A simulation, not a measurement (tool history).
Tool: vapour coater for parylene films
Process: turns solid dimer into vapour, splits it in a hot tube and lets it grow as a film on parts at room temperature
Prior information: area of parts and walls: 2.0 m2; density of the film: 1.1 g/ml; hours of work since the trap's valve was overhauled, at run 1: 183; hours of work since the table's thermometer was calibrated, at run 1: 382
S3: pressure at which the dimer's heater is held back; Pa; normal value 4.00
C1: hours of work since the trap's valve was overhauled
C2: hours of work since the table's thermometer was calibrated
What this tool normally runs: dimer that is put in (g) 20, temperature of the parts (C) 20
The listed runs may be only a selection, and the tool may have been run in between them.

Run 1, hour 0.0: usual settings; C1 183; C2 382. Result: thickness of the film (µm) 4.50.
Run 2, hour 31.5: usual settings; C1 199; C2 398. Result: thickness of the film (µm) 4.50.
Run 3, hour 64.8: usual settings; C1 217; C2 416. Result: thickness of the film (µm) 4.48.
Run 4, hour 95.9: usual settings; C1 233; C2 432. Result: thickness of the film (µm) 4.49.
Run 5, hour 117.8: usual settings; C1 244; C2 443. Result: thickness of the film (µm) 4.49.
Run 6, hour 144.4: usual settings but dimer that is put in (g) 10; C1 258; C2 457. Result: thickness of the film (µm) 2.23.
Run 7, hour 181.6: usual settings but dimer that is put in (g) 26; C1 278; C2 476. Result: thickness of the film (µm) 5.80.
Run 8, hour 197.7: usual settings but dimer that is put in (g) 26; C1 286; C2 485. Result: thickness of the film (µm) 5.81.
Run 9, hour 234.7: usual settings but dimer that is put in (g) 17; C1 305; C2 504. Result: thickness of the film (µm) 3.79.
Run 10, hour 264.6: usual settings but dimer that is put in (g) 31; C1 321; C2 520. Result: thickness of the film (µm) 6.91.
Run 11, hour 299.6: usual settings; C1 339; C2 538. Result: thickness of the film (µm) 4.42.
Run 12, hour 335.6: usual settings but S3 4.32 Pa; C1 358; C2 556. Result: thickness of the film (µm) 4.38.
Run 13, hour 354.4: usual settings but dimer that is put in (g) 9, S3 4.32 Pa; C1 367; C2 566. Result: thickness of the film (µm) 1.96.
Run 14, hour 384.3: usual settings but dimer that is put in (g) 9, S3 4.32 Pa; C1 383; C2 582. Result: thickness of the film (µm) 1.95.
Run 15, hour 415.8: usual settings; C1 399; C2 598. Result: thickness of the film (µm) 4.42.
Run 16, hour 443.7: usual settings; C1 414; C2 613. Result: thickness of the film (µm) 4.42.
Run 17, hour 471.2: usual settings but dimer that is put in (g) 9; C1 428; C2 627. Result: thickness of the film (µm) 1.97.
Run 18, hour 499.8: usual settings but dimer that is put in (g) 9; C1 443; C2 642. Result: thickness of the film (µm) 1.97.
Run 19, hour 518.2: usual settings but dimer that is put in (g) 34; C1 453; C2 651. Result: thickness of the film (µm) 7.50.
At hour 540.2: trap's valve overhauled.
Run 20, hour 541.9: usual settings but dimer that is put in (g) 34; C1 1; C2 662. Result: thickness of the film (µm) 7.43.
At hour 559.6: gauge calibrated.
Run 21, hour 565.5: usual settings but temperature of the parts (C) 30; C1 13; C2 674. Result: thickness of the film (µm) 3.50.
Run 22, hour 602.7: usual settings but S3 3.49 Pa; C1 32; C2 693. Result: thickness of the film (µm) 4.63.
Run 23, hour 618.9: usual settings but S3 3.49 Pa; C1 41; C2 702. Result: thickness of the film (µm) 4.62.
Run 24, hour 643.7: usual settings; C1 54; C2 715. Result: thickness of the film (µm) 4.48.
Run 25, hour 668.0: usual settings; C1 66; C2 727. Result: thickness of the film (µm) 4.50.
Run 26, hour 686.6: usual settings but S3 5.79 Pa; C1 76; C2 737. Result: thickness of the film (µm) 4.14.
Run 27, hour 719.1: usual settings but dimer that is put in (g) 22, temperature of the parts (C) 31; C1 93; C2 754. Result: thickness of the film (µm) 3.71.
Run 28, hour 737.1: usual settings but dimer that is put in (g) 16, temperature of the parts (C) 12; C1 102; C2 763. Result: thickness of the film (µm) 4.43.
Run 29, hour 760.6: usual settings but dimer that is put in (g) 16, temperature of the parts (C) 12; C1 115; C2 775. Result: thickness of the film (µm) 4.33.
Run 30, hour 785.4: usual settings but dimer that is put in (g) 19, temperature of the parts (C) 23, S3 2.58 Pa; C1 127; C2 788. Result: thickness of the film (µm) 4.28.
Run 31, hour 804.8: usual settings but temperature of the parts (C) 19, S3 7.83 Pa; C1 138; C2 798. Result: thickness of the film (µm) 4.02.
Run 32, hour 826.0: usual settings but dimer that is put in (g) 29, temperature of the parts (C) 13, S3 2.14 Pa; C1 149; C2 809. Result: thickness of the film (µm) 8.79.
Run 33, hour 857.0: usual settings but dimer that is put in (g) 35, temperature of the parts (C) 18, S3 10.45 Pa; C1 165; C2 826. Result: thickness of the film (µm) 6.78.
Run 34, hour 890.1: usual settings but temperature of the parts (C) 18; C1 182; C2 843. Result: thickness of the film (µm) 4.67.
Run 35, hour 923.9: usual settings but temperature of the parts (C) 28, S3 2.33 Pa; C1 200; C2 860. Result: thickness of the film (µm) 4.02.
Run 36, hour 958.5: usual settings but temperature of the parts (C) 28, S3 2.33 Pa; C1 218; C2 878. Result: thickness of the film (µm) 4.05.
Run 37, hour 988.6: usual settings but dimer that is put in (g) 8, temperature of the parts (C) 14, S3 8.95 Pa; C1 233; C2 894. Result: thickness of the film (µm) 1.75.
Run 38, hour 1025.1: usual settings but dimer that is put in (g) 8, temperature of the parts (C) 14, S3 8.95 Pa; C1 252; C2 913. Result: thickness of the film (µm) 1.75.
Run 39, hour 1060.3: usual settings but dimer that is put in (g) 11, temperature of the parts (C) 27, S3 5.90 Pa; C1 270; C2 931. Result: thickness of the film (µm) 1.87.
Run 40, hour 1093.2: usual settings but dimer that is put in (g) 11, temperature of the parts (C) 27, S3 5.90 Pa; C1 288; C2 948. Result: thickness of the film (µm) 1.88.
Run 41, hour 1109.2: usual settings but dimer that is put in (g) 15, temperature of the parts (C) 22, S3 7.54 Pa; C1 296; C2 957. Result: thickness of the film (µm) 2.76.
Run 42, hour 1127.7: usual settings but dimer that is put in (g) 15, temperature of the parts (C) 22, S3 7.54 Pa; C1 305; C2 966. Result: thickness of the film (µm) 2.74.
Run 43, hour 1151.0: usual settings but dimer that is put in (g) 15, temperature of the parts (C) 22, S3 7.54 Pa; C1 318; C2 978. Result: thickness of the film (µm) 2.76.
Run 44, hour 1181.0: usual settings but dimer that is put in (g) 15, temperature of the parts (C) 22, S3 7.54 Pa; C1 333; C2 994. Result: thickness of the film (µm) 2.73.
Run 45, hour 1196.9: usual settings but dimer that is put in (g) 15, temperature of the parts (C) 22, S3 7.54 Pa; C1 342; C2 1002. Result: thickness of the film (µm) 2.74.
Run 46, hour 1213.3: usual settings but dimer that is put in (g) 15, temperature of the parts (C) 22, S3 7.54 Pa; C1 350; C2 1011. Result: thickness of the film (µm) 2.76.
Run 47, hour 1243.6: usual settings but dimer that is put in (g) 15, temperature of the parts (C) 22, S3 7.54 Pa; C1 366; C2 1027. Result: thickness of the film (µm) 2.75.
Run 48, hour 1266.7: usual settings but dimer that is put in (g) 34, temperature of the parts (C) 27, S3 9.83 Pa; C1 378; C2 1039. Result: thickness of the film (µm) 5.17.

Some steps in thickness of the film (µm), run to run, broken into two amounts with sign: the step expected even without the hidden condition (settings, incoming material, random variation), and the rest, left for the hidden condition together with whatever gauge scatter is not in both the measured and the hidden-condition-free result:
What the log doesn't record here: vapour lost through the trap's worn valve, %; true temperature of the parts over the reading, C; drift of the gauge itself on film_um, %.
Run 18 -> 19: dimer that is put in (g) 9 -> 34. thickness of the film (µm) +5.53: hidden state -0.12, all else +5.65.
Run 20 -> 21: dimer that is put in (g) 34 -> 20, temperature of the parts (C) 20 -> 30, gauge calibrated. thickness of the film (µm) -3.93: hidden state +0.15, all else -4.08.
Run 31 -> 32: dimer that is put in (g) 20 -> 29, temperature of the parts (C) 19 -> 13, S3 7.83 -> 2.14. thickness of the film (µm) +4.77: hidden state -0.06, all else +4.83.
Run 47 -> 48: dimer that is put in (g) 15 -> 34, temperature of the parts (C) 22 -> 27, S3 7.54 -> 9.83. thickness of the film (µm) +2.42: hidden state -0.08, all else +2.50.
